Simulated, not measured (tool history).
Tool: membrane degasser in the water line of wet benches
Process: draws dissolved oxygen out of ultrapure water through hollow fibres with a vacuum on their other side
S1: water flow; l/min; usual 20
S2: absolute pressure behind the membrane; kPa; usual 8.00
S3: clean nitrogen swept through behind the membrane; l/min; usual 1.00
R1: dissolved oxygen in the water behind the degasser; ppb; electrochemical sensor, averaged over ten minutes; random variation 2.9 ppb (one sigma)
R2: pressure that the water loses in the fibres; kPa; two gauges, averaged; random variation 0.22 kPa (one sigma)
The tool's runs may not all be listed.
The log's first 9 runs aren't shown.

{"run": 10, "hour": 579.1, "S1": 20, "S2": 8.0, "S3": 1.0, "R1": 300.0, "R2": 53.9}
{"run": 11, "hour": 654.2, "S1": 20, "S2": 8.0, "S3": 1.0, "R1": 298.4, "R2": 53.88}
{"run": 12, "hour": 727.1, "S1": 20, "S2": 8.0, "S3": 1.0, "R1": 295.1, "R2": 53.33}
{"run": 13, "hour": 800.0, "S1": 20, "S2": 8.0, "S3": 1.0, "R1": 298.6, "R2": 54.12}
{"run": 14, "hour": 849.0, "S1": 20, "S2": 8.0, "S3": 1.0, "R1": 303.8, "R2": 54.06}
{"run": 15, "hour": 905.1, "S1": 20, "S2": 8.0, "S3": 1.0, "R1": 304.8, "R2": 53.69}
{"hour": 910.2, "done": "vacuum gauge calibrated"}
{"run": 16, "hour": 980.3, "S1": 30, "S2": 8.0, "S3": 1.0, "R1": 620.9, "R2": 81.37}
{"run": 17, "hour": 1040.7, "S1": 30, "S2": 8.0, "S3": 1.0, "R1": 624.4, "R2": 81.61}
{"run": 18, "hour": 1100.1, "S1": 20, "S2": 13.56, "S3": 1.18, "R1": 478.0, "R2": 53.57}
{"run": 19, "hour": 1169.9, "S1": 12, "S2": 18.11, "S3": 2.3, "R1": 201.6, "R2": 32.43}
{"run": 20, "hour": 1215.4, "S1": 21, "S2": 14.36, "S3": 0.76, "R1": 733.6, "R2": 57.09}
{"run": 21, "hour": 1288.7, "S1": 21, "S2": 14.36, "S3": 0.76, "R1": 734.5, "R2": 56.8}
{"hour": 1318.7, "done": "vacuum gauge calibrated, once more"}
{"run": 22, "hour": 1361.2, "S1": 21, "S2": 14.36, "S3": 0.76, "R1": 713.8, "R2": 57.05}
{"run": 23, "hour": 1446.3, "S1": 22, "S2": 9.5, "S3": 0.58, "R1": 584.4, "R2": 59.14}
{"run": 24, "hour": 1534.2, "S1": 20, "S2": 6.63, "S3": 1.0, "R1": 247.5, "R2": 54.27}
{"run": 25, "hour": 1610.8, "S1": 20, "S2": 6.63, "S3": 1.0, "R1": 250.3, "R2": 54.32}
{"run": 26, "hour": 1662.0, "S1": 20, "S2": 6.63, "S3": 1.0, "R1": 246.8, "R2": 54.15}
{"run": 27, "hour": 1713.4, "S1": 20, "S2": 6.63, "S3": 1.0, "R1": 246.8, "R2": 54.41}
{"run": 28, "hour": 1774.3, "S1": 20, "S2": 6.63, "S3": 1.0, "R1": 249.0, "R2": 53.95}
{"run": 29, "hour": 1828.9, "S1": 20, "S2": 6.63, "S3": 1.0, "R1": 252.7, "R2": 54.7}
{"run": 30, "hour": 1876.8, "S1": 16, "S2": 8.5, "S3": 0.54, "R1": 364.2, "R2": 43.95}
{"run": 31, "hour": 1919.3, "S1": 12, "S2": 7.36, "S3": 0.49, "R1": 232.2, "R2": 32.68}

Forecast each of these 3 alternatives for the next run:
{"run": "A", "hour": 2009.3, "S1": 20, "S2": 19.47, "S3": 0.84, "R1": "?", "R2": "?"}
{"run": "B", "hour": 2009.3, "S1": 23, "S2": 7.36, "S3": 0.43, "R1": "?", "R2": "?"}
{"run": "C", "hour": 2009.3, "S1": 31, "S2": 14.02, "S3": 1.71, "R1": "?", "R2": "?"}

run=A R1=857.0 R2=54.27
run=B R1=560.6 R2=62.93
run=C R1=795.3 R2=83.95
Without the tool's hidden state the same runs would have given:
run=A R1=836.2 R2=52.33
run=B R1=530.5 R2=60.70
run=C R1=751.4 R2=80.96

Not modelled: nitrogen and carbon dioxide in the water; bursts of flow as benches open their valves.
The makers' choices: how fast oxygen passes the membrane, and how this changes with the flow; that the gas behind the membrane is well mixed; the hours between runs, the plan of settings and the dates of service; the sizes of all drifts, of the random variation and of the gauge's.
